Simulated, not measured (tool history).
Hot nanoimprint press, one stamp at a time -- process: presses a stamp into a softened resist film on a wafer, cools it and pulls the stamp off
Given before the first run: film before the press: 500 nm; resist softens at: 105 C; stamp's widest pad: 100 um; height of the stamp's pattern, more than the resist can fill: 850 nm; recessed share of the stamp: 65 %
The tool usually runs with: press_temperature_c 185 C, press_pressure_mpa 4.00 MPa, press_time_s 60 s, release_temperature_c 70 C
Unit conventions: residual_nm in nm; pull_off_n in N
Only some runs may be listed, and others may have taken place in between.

run	hour	press_temperature_c	press_pressure_mpa	press_time_s	release_temperature_c	residual_nm	pull_off_n
1	0.0	185	4.00	60	70	261.9	170
2	63.9	185	4.00	60	70	261.7	174
3	111.2	185	4.00	85	70	234.3	170
4	172.5	185	4.00	85	70	233.5	184
5	202.4	185	4.00	60	70	260.9	181
6	269.4	185	5.53	60	70	227.1	182
7	312.8	185	4.00	60	70	270.0	177
8	350.3	185	4.00	60	70	264.1	183
9	389.4	185	4.00	83	70	244.1	185
10	452.9	185	4.00	84	70	235.4	184
11	484.4	185	4.00	84	70	236.6	190
12	520.4	185	4.00	60	70	260.9	190
13	575.7	185	4.00	60	70	271.8	202
14	645.9	185	4.00	60	70	273.8	174
15	700.6	185	4.00	60	70	275.2	183
16	741.6	191	4.00	60	68	229.1	186
17	778.1	175	3.24	48	60	406.5	225
18	840.9	175	5.72	55	60	333.4	239
19	893.2	175	5.72	55	60	307.3	223
20	937.1	175	5.72	55	60	311.6	228
21	989.5	181	4.00	60	65	297.7	201
22	1041.3	181	4.00	60	65	297.5	202
23	1081.3	185	3.54	109	70	228.9	182
24	1137.1	185	3.65	60	70	278.1	191
25	1189.7	185	3.67	60	62	274.9	219
26	1219.0	187	4.00	111	58	205.0	244
27	1283.4	187	4.00	111	58	203.1	245
28	1315.0	187	4.00	38	66	290.8	210
29	1358.1	197	3.03	59	70	212.0	192
30	1418.0	188	2.65	105	70	249.0	171

Put back what was entered between runs (5 entries, withheld): which listed runs does each sit between, and how does the hidden state differ from the listed run before to the listed run after?
Run 9 -> run 10: press's hydraulic seals changed and the load cell set to zero (hour 418.0)
  true temperature over the reading, C: -0.79 -> -0.9; pressure that arrives at the usual setting, %: 95.89 -> 99.43; grip of the stamp's worn release coat, % over a new coat's: 10.2 -> 11.3
  measured less the result without the state, residual_nm: +11.6 -> +7.8 nm; pull_off_n: +21 -> +23 N
Run 12 -> run 13: plate thermocouple calibrated (hour 527.7)
  true temperature over the reading, C: -1.05 -> -1.86; pressure that arrives at the usual setting, %: 99.16 -> 98.97; grip of the stamp's worn release coat, % over a new coat's: 12.6 -> 13.5
  measured less the result without the state, residual_nm: +9.7 -> +17.1 nm; pull_off_n: +26 -> +33 N
Run 13 -> run 14: stamp cleaned and given a new release coat (hour 619.6)
  true temperature over the reading, C: -1.86 -> -1.99; pressure that arrives at the usual setting, %: 98.97 -> 98.73; grip of the stamp's worn release coat, % over a new coat's: 13.5 -> 0.5
  measured less the result without the state, residual_nm: +17.1 -> +18.5 nm; pull_off_n: +33 -> +10 N
Run 18 -> run 19: plate thermocouple calibrated, once more (hour 883.0)
  true temperature over the reading, C: -2.41 -> -0.08; pressure that arrives at the usual setting, %: 97.99 -> 97.8; grip of the stamp's worn release coat, % over a new coat's: 4.1 -> 5
  measured less the result without the state, residual_nm: +27.7 -> +5.0 nm; pull_off_n: +21 -> +11 N
Run 29 -> run 30: stamp cleaned and given a new release coat (hour 1390.7)
  true temperature over the reading, C: -1.06 -> -1.19; pressure that arrives at the usual setting, %: 95.98 -> 95.76; grip of the stamp's worn release coat, % over a new coat's: 13.7 -> 0.5
  measured less the result without the state, residual_nm: +10.2 -> +12.8 nm; pull_off_n: +28 -> +6 N
